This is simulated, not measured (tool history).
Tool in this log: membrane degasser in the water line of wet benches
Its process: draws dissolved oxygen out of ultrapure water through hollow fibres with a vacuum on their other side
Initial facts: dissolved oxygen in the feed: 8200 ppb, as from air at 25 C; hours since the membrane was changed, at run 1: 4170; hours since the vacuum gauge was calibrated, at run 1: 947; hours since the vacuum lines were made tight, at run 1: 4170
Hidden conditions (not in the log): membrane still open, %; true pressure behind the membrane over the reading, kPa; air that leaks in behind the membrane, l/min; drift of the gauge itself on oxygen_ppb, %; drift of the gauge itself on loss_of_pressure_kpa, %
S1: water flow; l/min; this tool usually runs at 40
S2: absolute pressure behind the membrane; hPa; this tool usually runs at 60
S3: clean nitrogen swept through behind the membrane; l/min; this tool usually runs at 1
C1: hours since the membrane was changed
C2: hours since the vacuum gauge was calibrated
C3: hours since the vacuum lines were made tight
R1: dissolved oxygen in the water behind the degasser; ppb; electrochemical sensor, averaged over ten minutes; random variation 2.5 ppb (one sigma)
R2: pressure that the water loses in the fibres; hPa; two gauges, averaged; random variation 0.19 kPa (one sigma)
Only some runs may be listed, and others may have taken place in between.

run	hour	S1	S2	S3	C1	C2	C3	R1	R2
1	0	40	60	1	4170	947	4170	242.8	382.4
2	201.7	40	69.6	1	4372	1149	4372	324.2	384
# hour 307.7: seals of the vacuum lines changed
3	478.5	40	69.6	1	4647	1423	171	316.3	387.6
4	606.7	40	37.9	1	4775	1552	299	71.2	386.5
5	832.8	40	37.9	1	5001	1778	525	71.6	390.4
6	1009.4	40	60	0.57	5178	1954	702	353.3	385.2
7	1277.3	40	60	0.57	5446	2222	970	353.8	383.9
8	1499.5	40	60	1	5668	2444	1192	243.3	384.8
9	1736.4	40	144.1	1	5905	2681	1429	834.6	386.5
10	1850.2	40	144.1	1	6019	2795	1543	861.3	388.8
11	2089	40	144.1	1.18	6257	3034	1781	763.6	383.9
12	2275.2	40	144.1	1.18	6443	3220	1967	739	386.6
13	2443.4	40	60	1	6612	3388	2136	241.6	385.5
14	2580.5	40	60	0.55	6749	3525	2273	355.6	385.9
15	2775.8	47	60	0.97	6944	3721	2468	292.9	452.2
16	3047	47	53.6	0.48	7215	3992	2739	358.7	450.5
# hour 3110.5: vacuum gauge calibrated
17	3206.4	40	74.5	1	7374	96	2898	349.2	381.4
18	3405.8	50	71.4	0.86	7574	295	3098	461.7	480.4
19	3529.5	36	39.6	2.07	7697	419	3221	48.1	348.1
20	3812.1	35	60	0.63	7980	702	3504	291.6	335.6
21	4030.8	35	60	0.63	8199	920	3723	296.1	338
22	4292	35	60	0.63	8460	1181	3984	300.8	335.7
23	4534.7	29	37	1	8702	1424	4226	37.8	280.5
24	4722.9	29	37	1	8891	1612	4415	37.7	280.4
# hour 4783.2: seals of the vacuum lines changed
25	4867.7	27	122	0.54	9034	1755	85	803.4	257.3

Consider 4 possible next runs. They are alternatives, not a sequence: every one starts from the tool as it was left by run 25. What does each give?
A	5097.9	38	114.6	1.89	9264	1985	315	?	?
B	5097.9	28	60	0.42	9264	1985	315	?	?
C	5097.9	49	39.6	0.41	9264	1985	315	?	?
D	5097.9	33	122	1.06	9264	1985	315	?	?

run	R1	R2
A	371.5	368
B	327.2	271.1
C	175.7	472.3
D	559.5	317.2
Without the tool's unlogged condition, the same runs would have read:
run	R1	R2
A	371.3	367.3
B	327	270.6
C	175.1	471.4
D	559.3	316.6
